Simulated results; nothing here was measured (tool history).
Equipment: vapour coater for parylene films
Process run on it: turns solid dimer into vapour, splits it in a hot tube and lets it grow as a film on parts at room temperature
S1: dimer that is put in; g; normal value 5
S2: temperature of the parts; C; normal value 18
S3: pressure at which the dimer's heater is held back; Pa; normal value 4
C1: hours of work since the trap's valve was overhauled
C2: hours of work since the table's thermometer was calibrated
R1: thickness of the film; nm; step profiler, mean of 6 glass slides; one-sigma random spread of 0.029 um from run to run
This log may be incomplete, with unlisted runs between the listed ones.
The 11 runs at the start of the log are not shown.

{"run": 12, "day": 8.475, "S1": 4, "S2": 18, "S3": 4, "C1": 239, "C2": 326, "R1": 2020}
{"run": 13, "day": 9.279, "S1": 4, "S2": 18, "S3": 4, "C1": 255, "C2": 341, "R1": 2030}
{"run": 14, "day": 9.958, "S1": 5, "S2": 18, "S3": 4, "C1": 268, "C2": 355, "R1": 2600}
{"run": 15, "day": 10.383, "S1": 5, "S2": 14, "S3": 4, "C1": 276, "C2": 363, "R1": 2910}
{"run": 16, "day": 10.833, "S1": 5, "S2": 18, "S3": 4, "C1": 285, "C2": 372, "R1": 2550}
{"run": 17, "day": 11.638, "S1": 5, "S2": 18, "S3": 4, "C1": 301, "C2": 387, "R1": 2590}
{"run": 18, "day": 12.146, "S1": 6, "S2": 28, "S3": 4, "C1": 311, "C2": 397, "R1": 2370}
{"run": 19, "day": 13.017, "S1": 4, "S2": 28, "S3": 5.79, "C1": 328, "C2": 414, "R1": 1440}
{"run": 20, "day": 13.417, "S1": 5, "S2": 18, "S3": 3.86, "C1": 335, "C2": 422, "R1": 2560}
{"run": 21, "day": 13.958, "S1": 3, "S2": 19, "S3": 2.26, "C1": 346, "C2": 433, "R1": 1720}
{"run": 22, "day": 14.875, "S1": 8, "S2": 22, "S3": 4.8, "C1": 364, "C2": 451, "R1": 3520}
{"run": 23, "day": 15.433, "S1": 8, "S2": 22, "S3": 4.8, "C1": 375, "C2": 461, "R1": 3540}
{"run": 24, "day": 16.188, "S1": 7, "S2": 22, "S3": 5.13, "C1": 389, "C2": 476, "R1": 3050}
{"run": 25, "day": 16.992, "S1": 5, "S2": 13, "S3": 8.9, "C1": 405, "C2": 492, "R1": 2530}
{"run": 26, "day": 17.579, "S1": 8, "S2": 15, "S3": 6.36, "C1": 417, "C2": 503, "R1": 3990}
{"run": 27, "day": 18.354, "S1": 8, "S2": 15, "S3": 6.36, "C1": 432, "C2": 518, "R1": 4040}
{"run": 28, "day": 18.858, "S1": 8, "S2": 15, "S3": 6.36, "C1": 441, "C2": 528, "R1": 4050}
{"run": 29, "day": 19.521, "S1": 8, "S2": 15, "S3": 6.36, "C1": 454, "C2": 541, "R1": 3950}

For run 30, what comes out?
{"run": 30, "day": 20.054, "S1": 8, "S2": 18, "S3": 6.36, "C1": 465, "C2": 552, "R1": "?"}

{"run 30": {"R1": 3720}}
Were there no unlogged condition in the tool, this run, its random variation unchanged, would have produced R1 3730 nm.
